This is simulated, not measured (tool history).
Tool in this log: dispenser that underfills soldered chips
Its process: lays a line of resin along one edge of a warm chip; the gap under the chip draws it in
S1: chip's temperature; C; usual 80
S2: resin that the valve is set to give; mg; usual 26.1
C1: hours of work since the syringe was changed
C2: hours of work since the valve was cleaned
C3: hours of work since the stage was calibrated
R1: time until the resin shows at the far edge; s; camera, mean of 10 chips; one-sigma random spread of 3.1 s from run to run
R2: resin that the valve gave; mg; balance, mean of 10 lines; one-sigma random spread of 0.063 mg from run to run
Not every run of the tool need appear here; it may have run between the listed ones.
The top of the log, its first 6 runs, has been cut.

run,day,S1,S2,C1,C2,C3,R1,R2
# day 1.817: new syringe of resin
7,1.938,80,24.8,2,44,36,352.9,24.34
8,2.229,80,24.8,7,49,40,530.9,24.21
# day 2.325: new syringe of resin
9,2.671,80,24.8,6,56,47,479.3,24.11
# day 2.829: new syringe of resin
10,2.983,80,24.8,3,60,52,369.4,24.21
11,3.258,80,33.8,7,65,57,500.9,32.76
# day 3.362: new syringe of resin
# day 3.575: dispensing valve cleaned and set on the balance
12,3.729,80,30.1,5,3,64,439.1,30.28
# day 3.917: new syringe of resin
13,4.058,80,30.1,2,8,69,346.2,30.06
14,4.338,80,26.1,7,12,74,512.7,26.03
# day 4.425: new syringe of resin
15,4.658,80,26.1,4,17,79,401.2,26.02
# day 4.946: new syringe of resin
16,4.983,80,23.5,1,23,84,323.6,23.31
17,5.346,80,23.5,7,29,90,523.6,23.25

Estimate the outcome of run 18 from the log above:
# day 5.458: new syringe of resin
18,5.783,77,24.8,5,35,97,?,?

R1: 524 s
R2: 24.46 mg
If the tool had no hidden condition, the same run with the same run-to-run variation would have returned R1 359.8 s, R2 24.81 mg.

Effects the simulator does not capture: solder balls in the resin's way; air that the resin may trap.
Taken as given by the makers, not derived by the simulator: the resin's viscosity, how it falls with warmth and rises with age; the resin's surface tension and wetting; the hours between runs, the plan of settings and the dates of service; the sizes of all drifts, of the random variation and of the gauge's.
